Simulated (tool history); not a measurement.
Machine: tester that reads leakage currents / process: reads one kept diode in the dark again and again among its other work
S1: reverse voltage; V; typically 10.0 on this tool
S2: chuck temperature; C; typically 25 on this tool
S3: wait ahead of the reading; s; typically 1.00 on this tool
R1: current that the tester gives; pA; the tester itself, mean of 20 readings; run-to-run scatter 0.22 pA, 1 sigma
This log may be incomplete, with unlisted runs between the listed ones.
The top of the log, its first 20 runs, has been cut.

run      day    S1  S2    S3      R1
 21  107.654  10.0  25  0.54   72.09
 22  113.333  10.0  25  0.54   72.52
 23  117.412   1.9  25  2.17   29.83
 24  120.746  10.0  30  0.82  107.87
 25  124.958   5.8  33  3.05  104.48
 26  128.925  10.0  24  3.30   63.00
 27  135.617  10.0  24  3.30   63.19
 28  141.425   3.1  21  3.45   26.12
 29  148.454   8.7  33  3.68  126.77
 30  151.804   8.1  32  1.71  113.02
 31  157.775  10.0  28  3.66   87.94
 32  163.517  10.0  28  3.66   89.05
 33  167.117  10.0  28  3.66   88.32
 34  170.475   4.1  28  1.66   55.74
 35  177.300   4.1  38  0.41  132.89
 36  184.271   1.8  53  0.41  294.23
 37  189.083   2.4  42  1.56  140.22
     190.417  -- chuck's temperature calibrated
 38  193.583   6.9  55  1.00  726.78
 39  199.021  10.0  23  4.51   63.65
 40  206.533  10.0  39  4.51  242.45
 41  213.908   5.3  39  4.51  176.63

3 options for the next run, each taken on its own from the tool as it stands now. Forecast them:
  A  219.954  2.0  38  4.51   ?
  B  219.954  9.3  29  0.65   ?
  C  219.954  1.0  29  1.00   ?

run      R1
  A   99.87
  B  103.33
  C   32.86
Without the tool's hidden state the same runs would have given:
run     R1
  A  99.22
  B  97.78
  C  32.46

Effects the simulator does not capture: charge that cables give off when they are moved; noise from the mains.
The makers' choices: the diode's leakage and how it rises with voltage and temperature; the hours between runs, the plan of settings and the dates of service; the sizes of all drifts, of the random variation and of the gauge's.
